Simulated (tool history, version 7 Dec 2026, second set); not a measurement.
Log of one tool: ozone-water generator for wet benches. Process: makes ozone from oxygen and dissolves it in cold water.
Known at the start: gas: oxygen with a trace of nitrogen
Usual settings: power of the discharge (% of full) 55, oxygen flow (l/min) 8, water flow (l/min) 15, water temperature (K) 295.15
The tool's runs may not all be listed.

run,hour,power of the discharge (% of full),oxygen flow (l/min),water flow (l/min),water temperature (K),dissolved ozone (ppm),ozone in the gas ahead of the water (g/m3)
1,0,55,8,15,295.15,35,224.5
2,31.5,55,8,15,295.15,35.1,224.8
3,65.5,55,8,15,293.15,36.4,225.2
4,104.8,55,8,15,297.15,33.8,224.9
5,151.2,55,8,15,297.15,33.1,224.7
6,188.8,55,8,15,289.15,39.7,224
7,244.7,55,8,15,289.15,39.7,225.4
8,273.4,55,8,15,289.15,39.1,223.7
9,322.6,55,8,15,289.15,39.7,223.8
10,380.6,55,4.04,15,295.15,32.4,281.3
11,418.5,55,11.66,15,290.15,38.8,195.3
12,465,56,6.12,16,295.15,33.4,246.9
13,490.9,56,6.12,16,295.15,33.6,248
14,534.4,75,13.81,9,289.15,61.8,234.4
15,560.6,59,8,11,297.15,41.5,234.5

Forecast each of these 4 alternatives for the next run:
A,618.5,81,8,21,295.15,?,?
B,618.5,42,8,11,297.15,?,?
C,618.5,59,10.49,19,297.15,?,?
D,618.5,73,5.5,15,296.15,?,?

run,dissolved ozone (ppm),ozone in the gas ahead of the water (g/m3)
A,37.4,297.9
B,31.7,182
C,30.5,217.7
D,40.8,313.9
Without the tool's hidden state the same runs would have given:
run,dissolved ozone (ppm),ozone in the gas ahead of the water (g/m3)
A,39.3,311.5
B,32.7,186.5
C,31.8,225.3
D,42.7,327.1
